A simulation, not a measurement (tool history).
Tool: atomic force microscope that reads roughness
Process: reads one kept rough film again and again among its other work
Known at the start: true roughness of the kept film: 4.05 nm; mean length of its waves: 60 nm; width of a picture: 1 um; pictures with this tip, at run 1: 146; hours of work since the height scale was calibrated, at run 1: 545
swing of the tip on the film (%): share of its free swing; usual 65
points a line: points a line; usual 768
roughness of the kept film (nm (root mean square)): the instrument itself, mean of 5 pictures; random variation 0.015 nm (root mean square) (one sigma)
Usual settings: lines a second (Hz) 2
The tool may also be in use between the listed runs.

run    hour  lines a second (Hz)  swing of the tip on the film (%)  points a line  pictures with this tip  hours of work since the height scale was calibrated  roughness of the kept film (nm (root mean square))
  1       0                    2                                65            768                     146                                                  545                                               3.121
       15.7  -- new tip fitted
  2    19.6                    2                                65            768                       7                                                  558                                               3.607
  3    58.9                    2                                65            357                      72                                                  584                                               3.348
  4    77.3                    2                                65           1017                     103                                                  596                                               3.255
  5      98                    2                                65            269                     137                                                  610                                                3.13
      117.7  -- new tip fitted
  6   140.9                    2                                65            269                      39                                                  638                                               3.419
  7   165.3                    2                                65            768                      79                                                  654                                               3.369
  8   184.8                    2                                65            768                     112                                                  667                                               3.266
      218.4  -- new tip fitted
  9   220.8                    2                                65            768                       4                                                  691                                               3.591
 10   253.3                    2                                65            768                      58                                                  712                                                3.43
 11   287.1                    2                                65            289                     114                                                  735                                               3.243
 12   315.9                    2                                65            289                     162                                                  754                                               3.104
      321.5  -- new tip fitted
 13   357.2                    2                                65            289                      59                                                  781                                               3.405
 14   395.5                    2                                65            289                     123                                                  806                                               3.213
      422.5  -- new tip fitted
 15   432.8                    2                                65            342                      17                                                  831                                               3.483
 16   473.9                    2                                65            342                      85                                                  858                                               3.316
 17   515.1                    2                                65            768                     154                                                  885                                               3.127
      526.1  -- new tip fitted
 18   537.6                    2                                65            768                      19                                                  900                                               3.528
 19   565.2                    2                                65            768                      65                                                  918                                               3.379
 20   596.8                    2                                65            768                     118                                                  939                                               3.236
      628.4  -- new tip fitted
 21   635.8                 0.96                                65            768                      12                                                  965                                               3.668
 22   676.7                 0.96                                65            768                      80                                                  992                                               3.467
 23   712.1                 2.52                                87            928                     139                                                 1015                                               2.675
      732.4  -- new tip fitted
 24   737.2                 0.72                                84            768                       8                                                 1032                                               3.583
 25   778.7                 0.72                                84            768                      77                                                 1059                                               3.349
 26   815.2                 3.38                                60            768                     138                                                 1083                                               3.138
      835.7  -- new tip fitted
 27   838.9                 1.11                                63            575                       5                                                 1099                                               3.728
 28   881.2                 0.86                                81            281                      76                                                 1127                                               3.354
 29   913.7                 3.91                                60            768                     130                                                 1148                                               3.093
      916.7  -- height scale calibrated on a step standard
      937.7  -- new tip fitted
 30   947.1                 0.87                                90            768                      16                                                   20                                               3.403
 31   988.4                 0.87                                90            768                      84                                                   47                                               3.178
 32  1023.8                 0.87                                87            691                     143                                                   71                                               3.076
     1039.6  -- new tip fitted
 33  1056.4                 0.62                                87            681                      28                                                   92                                               3.495
 34  1084.3                 1.85                                72            275                      74                                                  110                                               3.255
 35  1114.7                    2                                88            296                     125                                                  131                                               2.782
 36  1138.4                    2                                88            296                     164                                                  146                                               2.707
     1142.7  -- new tip fitted
     1149.1  -- height scale calibrated on a step standard, once more
 37  1157.7                    2                                88            296                      24                                                    6                                               3.044
 38  1193.7                    2                                88            296                      84                                                   30                                               2.912
 39  1222.1                 1.24                                82            333                     131                                                   48                                               3.066
     1245.4  -- new tip fitted
 40  1263.8                 0.79                                65            768                      30                                                   76                                               3.664
 41  1284.6                 2.91                                65            667                      65                                                   90                                               3.297
 42  1317.4                 2.91                                65            667                     119                                                  111                                               3.149
 43  1340.4                 2.91                                65            667                     158                                                  127                                               3.003
     1347.4  -- new tip fitted
 44  1359.1                 2.91                                65            667                      19                                                  139                                               3.451

Forecast each of these 4 alternatives for the next run:
  A  1386.9                 2.15                                75            667                      65                                                  157                                                   ?
  B  1386.9                    2                                65            311                      65                                                  157                                                   ?
  C  1386.9                 0.78                                65            768                      65                                                  157                                                   ?
  D  1386.9                 0.61                                66            288                      65                                                  157                                                   ?

run  roughness of the kept film (nm (root mean square))
  A                                                3.25
  B                                               3.387
  C                                               3.558
  D                                               3.546
Without the tool's hidden state the same runs would have given:
run  roughness of the kept film (nm (root mean square))
  A                                               3.459
  B                                               3.605
  C                                               3.787
  D                                               3.774
